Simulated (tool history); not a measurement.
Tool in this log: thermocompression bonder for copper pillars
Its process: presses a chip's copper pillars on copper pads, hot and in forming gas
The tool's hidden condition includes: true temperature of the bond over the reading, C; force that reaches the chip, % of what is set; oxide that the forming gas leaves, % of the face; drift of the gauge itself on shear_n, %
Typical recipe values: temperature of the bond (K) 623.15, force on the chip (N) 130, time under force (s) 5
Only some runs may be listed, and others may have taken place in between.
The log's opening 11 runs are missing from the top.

run,day,temperature of the bond (K),force on the chip (N),time under force (s),hours of work since the heater was calibrated,hours of work since the force cell was calibrated,hours of work since the gas filter was changed,force that shears a chip off (N)
# day 7.967: heater calibrated with a thermocouple chip
12,8.750,623.15,101,5,14,610,28,34.2
13,9.604,623.15,101,5,29,625,43,32.1
14,10.333,623.15,101,5,41,637,56,32.6
# day 10.575: heater calibrated with a thermocouple chip, once more
15,10.992,623.15,101,5,7,648,66,33.2
16,11.617,623.15,130,3,18,658,77,34.7
17,12.483,623.15,130,5,33,674,92,40.7
18,13.212,639.15,126,4,46,686,105,40.3
# day 13.425: forming gas filter changed
19,13.996,639.15,126,4,60,700,10,44.7
20,14.471,623.15,106,3,68,708,18,29.6
21,15.121,648.15,92,4,79,720,30,35.1
22,15.538,616.15,164,11,87,727,37,65.7
23,16.183,616.15,164,11,98,738,48,62.6
24,16.792,623.15,164,4,108,749,59,46.7
25,17.471,651.15,130,4,120,761,71,47.4
26,18.138,631.15,79,5,132,772,83,27.6
27,18.908,597.15,104,5,146,786,96,26.3
# day 19.629: forming gas filter changed
28,19.829,623.15,146,5,161,802,3,47.8
29,20.450,623.15,155,3,172,812,14,41.4
30,21.038,644.15,130,3,182,823,25,43.0
31,21.850,644.15,130,3,197,837,39,40.9
32,22.450,629.15,130,6,207,847,49,47.1
33,23.267,594.15,141,8,222,862,64,41.5

Consider 5 possible next runs. They are alternatives, not a sequence: every one starts from the tool as it was left by run 33. What does each give?
A,23.771,634.15,84,9,230,871,72,?
B,23.771,636.15,94,14,230,871,72,?
C,23.771,623.15,130,7,230,871,72,?
D,23.771,646.15,142,3,230,871,72,?
E,23.771,634.15,152,14,230,871,72,?

run,force that shears a chip off (N)
A,38.8
B,50.5
C,46.5
D,43.8
E,68.6
Had the tool no hidden state, the same runs would have come out as:
run,force that shears a chip off (N)
A,44.5
B,57.4
C,53.1
D,50.0
E,77.2
